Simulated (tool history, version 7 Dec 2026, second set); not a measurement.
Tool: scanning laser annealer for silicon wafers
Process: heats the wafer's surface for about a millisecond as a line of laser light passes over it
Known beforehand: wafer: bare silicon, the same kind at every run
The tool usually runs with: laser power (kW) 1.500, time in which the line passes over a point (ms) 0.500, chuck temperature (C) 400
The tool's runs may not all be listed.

run,hour,laser power (kW),time in which the line passes over a point (ms),chuck temperature (C),highest temperature of the surface (C)
1,0.0,1.500,0.500,400,1211
2,15.0,1.500,0.500,360,1177
3,22.6,1.500,0.500,360,1174
4,33.3,1.500,0.500,360,1176
5,42.3,1.500,0.500,417,1230
6,53.3,1.500,0.449,417,1178
7,70.1,1.500,0.500,400,1212
# hour 73.8: laser's power meter calibrated
8,85.2,1.500,0.500,400,1213
9,94.6,1.500,0.500,400,1213
10,112.6,1.500,0.500,415,1227
11,126.8,1.500,0.500,415,1223

What will run 12 give?
# hour 135.7: laser's power meter calibrated, once more
12,145.8,1.466,0.577,384,?

For run 12 the tool returned highest temperature of the surface (C) 1237.
Take away the tool's hidden state, keep the run-to-run variation as it was, and the same run would have given highest temperature of the surface (C) 1256.

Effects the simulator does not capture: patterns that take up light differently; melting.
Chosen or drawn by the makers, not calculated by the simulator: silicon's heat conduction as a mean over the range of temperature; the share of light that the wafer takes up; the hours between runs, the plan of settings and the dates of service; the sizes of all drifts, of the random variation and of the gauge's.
